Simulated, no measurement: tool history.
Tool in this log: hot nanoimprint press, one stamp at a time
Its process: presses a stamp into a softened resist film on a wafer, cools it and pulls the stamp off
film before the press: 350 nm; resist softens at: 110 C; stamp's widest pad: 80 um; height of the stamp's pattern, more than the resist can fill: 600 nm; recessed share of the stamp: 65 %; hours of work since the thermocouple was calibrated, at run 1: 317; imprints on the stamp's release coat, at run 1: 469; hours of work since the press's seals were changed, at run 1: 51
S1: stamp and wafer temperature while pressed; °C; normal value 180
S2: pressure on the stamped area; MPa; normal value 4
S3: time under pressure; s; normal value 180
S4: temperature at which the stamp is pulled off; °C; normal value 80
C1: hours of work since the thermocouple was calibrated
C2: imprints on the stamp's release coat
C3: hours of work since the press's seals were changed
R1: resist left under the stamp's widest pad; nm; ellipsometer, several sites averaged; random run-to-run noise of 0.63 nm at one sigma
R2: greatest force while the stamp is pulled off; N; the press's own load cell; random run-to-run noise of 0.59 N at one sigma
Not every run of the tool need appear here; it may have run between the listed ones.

{"run": 1, "day": 0.0, "S1": 180, "S2": 4, "S3": 180, "S4": 80, "C1": 317, "C2": 469, "C3": 51, "R1": 144.4, "R2": 118.2}
{"run": 2, "day": 0.479, "S1": 180, "S2": 4, "S3": 180, "S4": 80, "C1": 325, "C2": 526, "C3": 59, "R1": 143.5, "R2": 118.3}
{"day": 1.138, "done": "stamp cleaned and given a new release coat"}
{"run": 3, "day": 1.354, "S1": 191, "S2": 4, "S3": 180, "S4": 80, "C1": 336, "C2": 26, "C3": 70, "R1": 85.7, "R2": 117.3}
{"run": 4, "day": 1.896, "S1": 191, "S2": 4, "S3": 180, "S4": 71, "C1": 345, "C2": 91, "C3": 80, "R1": 85.5, "R2": 133.5}
{"run": 5, "day": 2.433, "S1": 180, "S2": 4, "S3": 180, "S4": 80, "C1": 355, "C2": 155, "C3": 89, "R1": 143.8, "R2": 116.9}
{"run": 6, "day": 3.104, "S1": 180, "S2": 4, "S3": 180, "S4": 74, "C1": 366, "C2": 235, "C3": 101, "R1": 144.1, "R2": 127.1}
{"run": 7, "day": 3.658, "S1": 180, "S2": 4, "S3": 180, "S4": 74, "C1": 376, "C2": 301, "C3": 110, "R1": 143.6, "R2": 127.9}
{"run": 8, "day": 4.271, "S1": 180, "S2": 4, "S3": 180, "S4": 74, "C1": 387, "C2": 374, "C3": 121, "R1": 144.2, "R2": 127.5}
{"run": 9, "day": 4.604, "S1": 180, "S2": 3.25, "S3": 180, "S4": 80, "C1": 392, "C2": 414, "C3": 127, "R1": 162.7, "R2": 118.2}
{"run": 10, "day": 5.058, "S1": 180, "S2": 3.25, "S3": 180, "S4": 80, "C1": 400, "C2": 469, "C3": 135, "R1": 161.3, "R2": 116}
{"run": 11, "day": 5.488, "S1": 180, "S2": 3.25, "S3": 180, "S4": 80, "C1": 408, "C2": 520, "C3": 142, "R1": 162.2, "R2": 118.5}
{"run": 12, "day": 5.804, "S1": 180, "S2": 4, "S3": 180, "S4": 80, "C1": 413, "C2": 558, "C3": 147, "R1": 142.8, "R2": 118.1}
{"day": 6.212, "done": "stamp cleaned and given a new release coat"}
{"run": 13, "day": 6.725, "S1": 180, "S2": 4, "S3": 180, "S4": 80, "C1": 425, "C2": 61, "C3": 159, "R1": 143.2, "R2": 117.6}
{"run": 14, "day": 7.012, "S1": 180, "S2": 4, "S3": 180, "S4": 80, "C1": 430, "C2": 95, "C3": 164, "R1": 144.2, "R2": 116.7}
{"run": 15, "day": 7.35, "S1": 180, "S2": 3.2, "S3": 180, "S4": 84, "C1": 436, "C2": 136, "C3": 170, "R1": 162.1, "R2": 110.8}
{"run": 16, "day": 7.992, "S1": 182, "S2": 3.6, "S3": 180, "S4": 80, "C1": 447, "C2": 212, "C3": 181, "R1": 138.8, "R2": 117.6}
{"run": 17, "day": 8.425, "S1": 180, "S2": 4, "S3": 180, "S4": 84, "C1": 454, "C2": 264, "C3": 189, "R1": 143.9, "R2": 110.1}
{"run": 18, "day": 8.746, "S1": 180, "S2": 4, "S3": 180, "S4": 84, "C1": 460, "C2": 303, "C3": 194, "R1": 143.5, "R2": 110.7}
{"run": 19, "day": 9.242, "S1": 180, "S2": 4, "S3": 180, "S4": 84, "C1": 469, "C2": 362, "C3": 203, "R1": 144.3, "R2": 110.6}
{"run": 20, "day": 9.779, "S1": 188, "S2": 4, "S3": 180, "S4": 71, "C1": 478, "C2": 426, "C3": 212, "R1": 99.1, "R2": 132}
{"run": 21, "day": 10.35, "S1": 177, "S2": 3.21, "S3": 108, "S4": 72, "C1": 488, "C2": 494, "C3": 222, "R1": 216.3, "R2": 131.2}
{"run": 22, "day": 10.667, "S1": 177, "S2": 3.21, "S3": 108, "S4": 72, "C1": 493, "C2": 532, "C3": 228, "R1": 215.9, "R2": 130.3}
{"day": 11.275, "done": "stamp cleaned and given a new release coat"}
{"run": 23, "day": 11.404, "S1": 177, "S2": 3.21, "S3": 108, "S4": 72, "C1": 502, "C2": 15, "C3": 236, "R1": 216.2, "R2": 129.9}
{"run": 24, "day": 11.925, "S1": 177, "S2": 5.05, "S3": 144, "S4": 72, "C1": 511, "C2": 78, "C3": 245, "R1": 158.1, "R2": 131.2}
{"run": 25, "day": 12.246, "S1": 183, "S2": 5.05, "S3": 139, "S4": 72, "C1": 516, "C2": 116, "C3": 251, "R1": 119, "R2": 130.3}
{"run": 26, "day": 12.633, "S1": 183, "S2": 5.05, "S3": 139, "S4": 72, "C1": 523, "C2": 162, "C3": 257, "R1": 118.8, "R2": 130.6}

Across each entry between runs, compare the hidden state at the last listed run before it with the hidden state at the first listed run after it:
From run 2 to run 3: stamp cleaned and given a new release coat (day 1.138)
  grip of the stamp's worn release coat, % over a new coat's: 0.2 -> 0
From run 12 to run 13: stamp cleaned and given a new release coat (day 6.212)
  true temperature over the reading, C: 0.03 -> 0.04; grip of the stamp's worn release coat, % over a new coat's: 0.2 -> 0
From run 22 to run 23: stamp cleaned and given a new release coat (day 11.275)
  pressure that arrives at the usual setting, %: 99.97 -> 99.96; grip of the stamp's worn release coat, % over a new coat's: 0.2 -> 0
